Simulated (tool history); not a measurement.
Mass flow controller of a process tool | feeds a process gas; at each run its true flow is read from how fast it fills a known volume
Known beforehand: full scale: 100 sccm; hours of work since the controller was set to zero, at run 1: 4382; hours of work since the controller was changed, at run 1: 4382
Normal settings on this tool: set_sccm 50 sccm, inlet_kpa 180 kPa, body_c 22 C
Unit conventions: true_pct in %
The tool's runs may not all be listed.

| run | hour | set_sccm | inlet_kpa | body_c | hours of work since the controller was set to zero | hours of work since the controller was changed | true_pct |
|---|---|---|---|---|---|---|---|
| 1 | 0 | 50 | 180 | 22 | 4382 | 4382 | 100.65 |
| 2 | 252.6 | 50 | 180 | 22 | 4534 | 4534 | 100.74 |
| 3 | 634.4 | 50 | 180 | 22 | 4763 | 4763 | 100.89 |
| 4 | 893.1 | 50 | 269 | 22 | 4918 | 4918 | 100.35 |
|  | 1103.8 | controller's zero set anew |
| 5 | 1368.3 | 50 | 269 | 22 | 159 | 5203 | 100.14 |
| 6 | 1641.8 | 50 | 269 | 22 | 323 | 5367 | 100.32 |
| 7 | 1960.3 | 50 | 269 | 22 | 514 | 5558 | 100.51 |
| 8 | 2171.1 | 50 | 269 | 22 | 640 | 5685 | 100.52 |
| 9 | 2384.8 | 50 | 159 | 22 | 769 | 5813 | 101.32 |
| 10 | 2749.3 | 50 | 159 | 22 | 987 | 6032 | 101.38 |
|  | 3006.7 | controller exchanged for a calibrated one |
| 11 | 3021.5 | 57 | 159 | 22 | 9 | 9 | 98.43 |
| 12 | 3288.4 | 50 | 180 | 22 | 169 | 169 | 98.33 |
|  | 3560.6 | controller's zero set anew, once more |
| 13 | 3743.7 | 50 | 180 | 22 | 110 | 442 | 98.58 |
| 14 | 4050.5 | 50 | 202 | 22 | 294 | 626 | 98.5 |
| 15 | 4463.6 | 50 | 202 | 22 | 542 | 874 | 98.63 |
| 16 | 4871.1 | 50 | 180 | 38 | 786 | 1119 | 100.36 |
| 17 | 5211.9 | 50 | 180 | 22 | 991 | 1323 | 99.04 |
| 18 | 5505.6 | 50 | 180 | 22 | 1167 | 1499 | 99.16 |
| 19 | 5977.6 | 26 | 180 | 22 | 1450 | 1783 | 98.46 |
| 20 | 6374.1 | 26 | 180 | 22 | 1688 | 2020 | 98.54 |
| 21 | 6675.9 | 26 | 180 | 22 | 1869 | 2202 | 98.66 |
| 22 | 7021.7 | 26 | 180 | 22 | 2077 | 2409 | 98.78 |
| 23 | 7277.3 | 26 | 180 | 22 | 2230 | 2562 | 98.86 |
| 24 | 7612.7 | 26 | 180 | 22 | 2432 | 2764 | 98.87 |
| 25 | 8018.2 | 26 | 180 | 22 | 2675 | 3007 | 99.03 |
| 26 | 8245.5 | 14 | 216 | 23 | 2811 | 3143 | 98.12 |
| 27 | 8725.1 | 14 | 216 | 23 | 3099 | 3431 | 98.08 |
| 28 | 9078.7 | 14 | 216 | 23 | 3311 | 3643 | 98.18 |
| 29 | 9540.2 | 13 | 216 | 34 | 3588 | 3920 | 99.01 |
| 30 | 9900.1 | 13 | 216 | 34 | 3804 | 4136 | 99.05 |
| 31 | 10195.6 | 47 | 213 | 29 | 3982 | 4314 | 101 |
| 32 | 10535.9 | 47 | 180 | 22 | 4186 | 4518 | 100.73 |
| 33 | 10779.4 | 49 | 159 | 22 | 4332 | 4664 | 100.98 |
| 34 | 11207.5 | 81 | 141 | 22 | 4589 | 4921 | 102.42 |
| 35 | 11567.3 | 18 | 161 | 24 | 4805 | 5137 | 99.46 |
| 36 | 11790.3 | 18 | 273 | 24 | 4939 | 5271 | 98.8 |
|  | 11968.4 | controller's zero set anew |
| 37 | 12122.2 | 66 | 180 | 22 | 92 | 5470 | 102.54 |
| 38 | 12559.9 | 52 | 212 | 22 | 355 | 5732 | 102.14 |
| 39 | 12767 | 52 | 212 | 22 | 479 | 5856 | 102.03 |
| 40 | 13129.8 | 52 | 212 | 22 | 697 | 6074 | 102.2 |
|  | 13323.7 | controller exchanged for a calibrated one |
| 41 | 13408.2 | 40 | 192 | 22 | 51 | 51 | 97.91 |
| 42 | 13764.4 | 31 | 192 | 25 | 264 | 264 | 98.2 |
| 43 | 14223.1 | 37 | 231 | 26 | 540 | 540 | 98.23 |
| 44 | 14533 | 60 | 231 | 31 | 726 | 726 | 99.63 |
| 45 | 14995.1 | 60 | 231 | 31 | 1003 | 1003 | 99.68 |
| 46 | 15237.4 | 60 | 231 | 31 | 1148 | 1148 | 99.71 |
| 47 | 15687.9 | 11 | 243 | 28 | 1419 | 1419 | 97.46 |
| 48 | 16083.1 | 11 | 243 | 28 | 1656 | 1656 | 97.48 |

Forecast each of these 3 alternatives for the next run:
| A | 16333.1 | 10 | 187 | 28 | 1806 | 1806 | ? |
| B | 16333.1 | 50 | 170 | 22 | 1806 | 1806 | ? |
| C | 16333.1 | 50 | 274 | 34 | 1806 | 1806 | ? |

| run | true_pct |
|---|---|
| A | 97.8 |
| B | 99.5 |
| C | 99.82 |
Take away the tool's hidden state, keep each run's random variation, and the runs would have read:
| run | true_pct |
|---|---|
| A | 97.77 |
| B | 98.46 |
| C | 98.79 |
